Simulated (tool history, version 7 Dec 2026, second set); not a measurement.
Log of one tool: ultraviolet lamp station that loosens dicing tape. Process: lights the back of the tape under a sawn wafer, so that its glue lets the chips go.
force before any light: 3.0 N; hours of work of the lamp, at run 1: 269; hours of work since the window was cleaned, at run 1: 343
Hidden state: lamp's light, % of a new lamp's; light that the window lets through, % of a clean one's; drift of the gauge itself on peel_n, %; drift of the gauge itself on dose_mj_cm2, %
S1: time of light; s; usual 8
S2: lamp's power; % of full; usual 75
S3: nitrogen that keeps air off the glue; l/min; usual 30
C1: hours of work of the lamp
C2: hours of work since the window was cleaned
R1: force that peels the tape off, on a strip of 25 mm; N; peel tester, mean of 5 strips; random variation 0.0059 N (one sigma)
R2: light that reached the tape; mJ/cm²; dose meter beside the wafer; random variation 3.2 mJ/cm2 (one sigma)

Run 1, hour 0: usual settings; C1 269; C2 343. Result: R1 0.196 N, R2 417 mJ/cm².
Run 2, hour 8.3: usual settings; C1 274; C2 348. Result: R1 0.181 N, R2 416 mJ/cm².
Run 3, hour 20.4: usual settings; C1 281; C2 355. Result: R1 0.205 N, R2 410 mJ/cm².
Run 4, hour 34.6: usual settings; C1 290; C2 364. Result: R1 0.198 N, R2 411 mJ/cm².
At hour 49.4: window cleaned of glue's vapour.
Run 5, hour 50.4: usual settings but S3 49 l/min; C1 299; C2 1. Result: R1 0.149 N, R2 472 mJ/cm².
Run 6, hour 62.8: usual settings but S3 49 l/min; C1 306; C2 8. Result: R1 0.148 N, R2 474 mJ/cm².
Run 7, hour 73.2: usual settings but S1 14 s; C1 312; C2 14. Result: R1 0.123 N, R2 832 mJ/cm².
Run 8, hour 82.7: usual settings but S1 14 s; C1 318; C2 20. Result: R1 0.135 N, R2 826 mJ/cm².
Run 9, hour 95.2: usual settings but S1 14 s; C1 326; C2 27. Result: R1 0.13 N, R2 816 mJ/cm².
Run 10, hour 108.9: usual settings but S1 14 s; C1 334; C2 36. Result: R1 0.134 N, R2 816 mJ/cm².
Run 11, hour 120.6: usual settings but S1 14 s; C1 341; C2 42. Result: R1 0.137 N, R2 812 mJ/cm².
Run 12, hour 135.9: usual settings but S2 64 % of full, S3 56 l/min; C1 350; C2 52. Result: R1 0.175 N, R2 397 mJ/cm².
Run 13, hour 150.5: usual settings but S1 5 s, S3 25 l/min; C1 359; C2 60. Result: R1 0.396 N, R2 286 mJ/cm².
Run 14, hour 161.6: usual settings but S1 4 s, S2 99 % of full, S3 16 l/min; C1 365; C2 67. Result: R1 0.464 N, R2 298 mJ/cm².
Run 15, hour 173.9: usual settings but S1 4 s, S2 99 % of full, S3 16 l/min; C1 373; C2 74. Result: R1 0.449 N, R2 296 mJ/cm².
Run 16, hour 184.9: usual settings but S1 4 s, S2 99 % of full, S3 16 l/min; C1 379; C2 81. Result: R1 0.475 N, R2 297 mJ/cm².
Run 17, hour 194.5: usual settings but S2 87 % of full, S3 36 l/min; C1 385; C2 87. Result: R1 0.151 N, R2 517 mJ/cm².
Run 18, hour 206.4: usual settings but S2 87 % of full, S3 36 l/min; C1 392; C2 94. Result: R1 0.148 N, R2 522 mJ/cm².
Run 19, hour 214.5: usual settings but S2 87 % of full, S3 36 l/min; C1 397; C2 99. Result: R1 0.138 N, R2 512 mJ/cm².
Run 20, hour 225.8: usual settings but S2 82 % of full, S3 36 l/min; C1 404; C2 105. Result: R1 0.153 N, R2 490 mJ/cm².
Run 21, hour 239.1: usual settings but S1 7 s, S2 90 % of full, S3 16 l/min; C1 411; C2 113. Result: R1 0.215 N, R2 467 mJ/cm².

5 ways to go on from here, each from the tool as it stands after run 21. What would each give?
Run A, hour 246.4: usual settings but S3 18 l/min; C1 416; C2 118. Result: R1 ?, R2 ?.
Run B, hour 246.4: usual settings but S1 10 s, S2 90 % of full, S3 16 l/min; C1 416; C2 118. Result: R1 ?, R2 ?.
Run C, hour 246.4: usual settings but S1 7 s, S2 90 % of full, S3 15 l/min; C1 416; C2 118. Result: R1 ?, R2 ?.
Run D, hour 246.4: usual settings but S1 7 s, S2 87 % of full, S3 52 l/min; C1 416; C2 118. Result: R1 ?, R2 ?.
Run E, hour 246.4: usual settings but S1 7 s, S2 66 % of full, S3 14 l/min; C1 416; C2 118. Result: R1 ?, R2 ?.

run     R1   R2
  A  0.231  443
  B  0.156  659
  C   0.24  468
  D  0.153  448
  E  0.402  340
Without the tool's hidden state the same runs would have given:
run     R1   R2
  A  0.189  510
  B  0.144  759
  C  0.198  539
  D  0.141  516
  E  0.319  392

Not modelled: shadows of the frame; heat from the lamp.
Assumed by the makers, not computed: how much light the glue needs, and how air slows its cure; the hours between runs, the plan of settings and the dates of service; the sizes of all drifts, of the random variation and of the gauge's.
